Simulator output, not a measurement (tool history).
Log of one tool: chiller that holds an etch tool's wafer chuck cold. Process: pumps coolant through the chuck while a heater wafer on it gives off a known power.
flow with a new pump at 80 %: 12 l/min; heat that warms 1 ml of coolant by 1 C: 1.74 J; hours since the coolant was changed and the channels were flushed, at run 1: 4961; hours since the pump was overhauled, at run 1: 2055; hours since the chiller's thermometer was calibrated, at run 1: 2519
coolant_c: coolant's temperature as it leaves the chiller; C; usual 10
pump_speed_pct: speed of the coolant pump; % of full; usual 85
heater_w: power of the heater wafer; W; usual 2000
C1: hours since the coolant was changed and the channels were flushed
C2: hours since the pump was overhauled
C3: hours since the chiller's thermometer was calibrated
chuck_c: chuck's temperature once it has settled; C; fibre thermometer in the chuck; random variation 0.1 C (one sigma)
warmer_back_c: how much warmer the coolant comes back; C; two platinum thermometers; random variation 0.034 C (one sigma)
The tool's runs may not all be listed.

Run 1, hour 0.0: usual settings; C1 4961; C2 2055; C3 2519. Result: chuck_c 31.4 C, warmer_back_c 5.70 C.
Run 2, hour 26.4: usual settings; C1 4987; C2 2082; C3 2546. Result: chuck_c 31.3 C, warmer_back_c 5.66 C.
Run 3, hour 53.5: usual settings; C1 5014; C2 2109; C3 2573. Result: chuck_c 31.4 C, warmer_back_c 5.72 C.
Run 4, hour 95.4: usual settings; C1 5056; C2 2151; C3 2615. Result: chuck_c 31.3 C, warmer_back_c 5.71 C.
Run 5, hour 149.4: usual settings but coolant_c 14 C; C1 5110; C2 2205; C3 2669. Result: chuck_c 35.4 C, warmer_back_c 5.73 C.
Run 6, hour 180.0: usual settings but coolant_c 19 C; C1 5141; C2 2235; C3 2699. Result: chuck_c 40.2 C, warmer_back_c 5.74 C.
Run 7, hour 225.5: usual settings; C1 5186; C2 2281; C3 2745. Result: chuck_c 31.5 C, warmer_back_c 5.78 C.
Run 8, hour 271.6: usual settings; C1 5232; C2 2327; C3 2791. Result: chuck_c 31.6 C, warmer_back_c 5.75 C.
Run 9, hour 309.3: usual settings but coolant_c 11 C; C1 5270; C2 2365; C3 2829. Result: chuck_c 32.6 C, warmer_back_c 5.80 C.
Run 10, hour 362.6: usual settings; C1 5323; C2 2418; C3 2882. Result: chuck_c 31.6 C, warmer_back_c 5.74 C.
Run 11, hour 392.6: usual settings; C1 5353; C2 2448; C3 2912. Result: chuck_c 31.6 C, warmer_back_c 5.76 C.
Run 12, hour 419.8: usual settings but pump_speed_pct 83 % of full, heater_w 1442 W; C1 5380; C2 2475; C3 2939. Result: chuck_c 25.8 C, warmer_back_c 4.24 C.
Run 13, hour 464.8: usual settings but pump_speed_pct 83 % of full, heater_w 1442 W; C1 5425; C2 2520; C3 2984. Result: chuck_c 25.6 C, warmer_back_c 4.30 C.
At hour 475.0: chiller's thermometer calibrated.
Run 14, hour 492.6: usual settings but pump_speed_pct 80 % of full, heater_w 2560 W; C1 5452; C2 2547; C3 18. Result: chuck_c 39.4 C, warmer_back_c 7.90 C.
Run 15, hour 545.9: usual settings but coolant_c 14 C, pump_speed_pct 75 % of full, heater_w 1311 W; C1 5505; C2 2600; C3 71. Result: chuck_c 29.8 C, warmer_back_c 4.28 C.
Run 16, hour 596.1: usual settings but coolant_c 14 C, pump_speed_pct 75 % of full, heater_w 1311 W; C1 5556; C2 2651; C3 121. Result: chuck_c 29.9 C, warmer_back_c 4.35 C.
Run 17, hour 631.8: usual settings but coolant_c 0 C, pump_speed_pct 75 % of full, heater_w 1377 W; C1 5591; C2 2686; C3 157. Result: chuck_c 16.8 C, warmer_back_c 4.59 C.
Run 18, hour 673.9: usual settings but coolant_c 0 C, pump_speed_pct 76 % of full, heater_w 1304 W; C1 5633; C2 2728; C3 199. Result: chuck_c 15.7 C, warmer_back_c 4.27 C.
Run 19, hour 711.0: usual settings but coolant_c 0 C, pump_speed_pct 76 % of full, heater_w 1304 W; C1 5671; C2 2766; C3 236. Result: chuck_c 15.8 C, warmer_back_c 4.28 C.
Run 20, hour 747.5: usual settings but coolant_c 0 C, pump_speed_pct 76 % of full, heater_w 1304 W; C1 5707; C2 2802; C3 273. Result: chuck_c 15.8 C, warmer_back_c 4.26 C.
Run 21, hour 798.7: usual settings but coolant_c 7 C, pump_speed_pct 86 % of full, heater_w 1304 W; C1 5758; C2 2853; C3 324. Result: chuck_c 21.5 C, warmer_back_c 3.72 C.
Run 22, hour 852.0: usual settings but coolant_c 9 C, heater_w 1209 W; C1 5812; C2 2907; C3 377. Result: chuck_c 22.5 C, warmer_back_c 3.46 C.

5 ways to go on from here, each from the tool as it stands after run 22. What would each give?
Run A, hour 883.9: usual settings but coolant_c 20 C, pump_speed_pct 73 % of full, heater_w 2177 W; C1 5843; C2 2938; C3 409. Result: chuck_c ?, warmer_back_c ?.
Run B, hour 883.9: usual settings but heater_w 2737 W; C1 5843; C2 2938; C3 409. Result: chuck_c ?, warmer_back_c ?.
Run C, hour 883.9: usual settings but coolant_c 15 C, pump_speed_pct 82 % of full, heater_w 1807 W; C1 5843; C2 2938; C3 409. Result: chuck_c ?, warmer_back_c ?.
Run D, hour 883.9: usual settings but pump_speed_pct 60 % of full, heater_w 2830 W; C1 5843; C2 2938; C3 409. Result: chuck_c ?, warmer_back_c ?.
Run E, hour 883.9: usual settings but coolant_c 9 C, pump_speed_pct 88 % of full, heater_w 1589 W; C1 5843; C2 2938; C3 409. Result: chuck_c ?, warmer_back_c ?.

run  chuck_c  warmer_back_c
  A     47.0           7.41
  B     40.8           8.02
  C     35.6           5.47
  D     49.8          11.78
  E     26.4           4.47
Without the tool's hidden state the same runs would have given:
run  chuck_c  warmer_back_c
  A     42.6           6.85
  B     35.8           7.42
  C     32.2           5.06
  D     43.4          10.90
  E     23.5           4.14

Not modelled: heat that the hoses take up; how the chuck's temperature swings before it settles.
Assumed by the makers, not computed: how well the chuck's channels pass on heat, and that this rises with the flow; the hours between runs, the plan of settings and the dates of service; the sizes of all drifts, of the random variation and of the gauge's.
